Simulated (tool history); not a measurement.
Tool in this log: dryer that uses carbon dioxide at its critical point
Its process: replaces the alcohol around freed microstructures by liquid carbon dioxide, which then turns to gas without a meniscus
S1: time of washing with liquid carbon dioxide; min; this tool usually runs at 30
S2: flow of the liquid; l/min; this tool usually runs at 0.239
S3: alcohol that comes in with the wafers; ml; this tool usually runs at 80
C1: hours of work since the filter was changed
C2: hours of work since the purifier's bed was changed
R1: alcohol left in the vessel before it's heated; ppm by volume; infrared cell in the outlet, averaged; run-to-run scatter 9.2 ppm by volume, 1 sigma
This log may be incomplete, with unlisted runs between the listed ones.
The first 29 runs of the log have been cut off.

| run | day | S1 | S2 | S3 | C1 | C2 | R1 |
|---|---|---|---|---|---|---|---|
| 30 | 47.712 | 21 | 0.345 | 58 | 77 | 751 | 460 |
| 31 | 49.362 | 23 | 0.218 | 78 | 100 | 774 | 2786 |
| 32 | 50.579 | 23 | 0.218 | 78 | 117 | 791 | 2825 |
| 33 | 51.767 | 30 | 0.380 | 26 | 134 | 808 | 63 |
| 34 | 53.238 | 30 | 0.380 | 26 | 155 | 828 | 56 |
| 35 | 55.292 | 32 | 0.239 | 80 | 183 | 857 | 586 |
| 36 | 57.462 | 32 | 0.206 | 86 | 214 | 888 | 1301 |
| 37 | 58.875 | 30 | 0.292 | 28 | 234 | 907 | 157 |
| 38 | 59.992 | 30 | 0.229 | 68 | 249 | 923 | 935 |
| 39 | 61.008 | 20 | 0.328 | 100 | 263 | 937 | 1618 |

Estimate the outcome of run 40 from the log above:
| 40 | 62.225 | 32 | 0.166 | 46 | 280 | 954 | ? |

{"run 40": {"R1": 1703}}
Had the tool carried no hidden state, the very same run would have given R1 1082 ppm by volume.
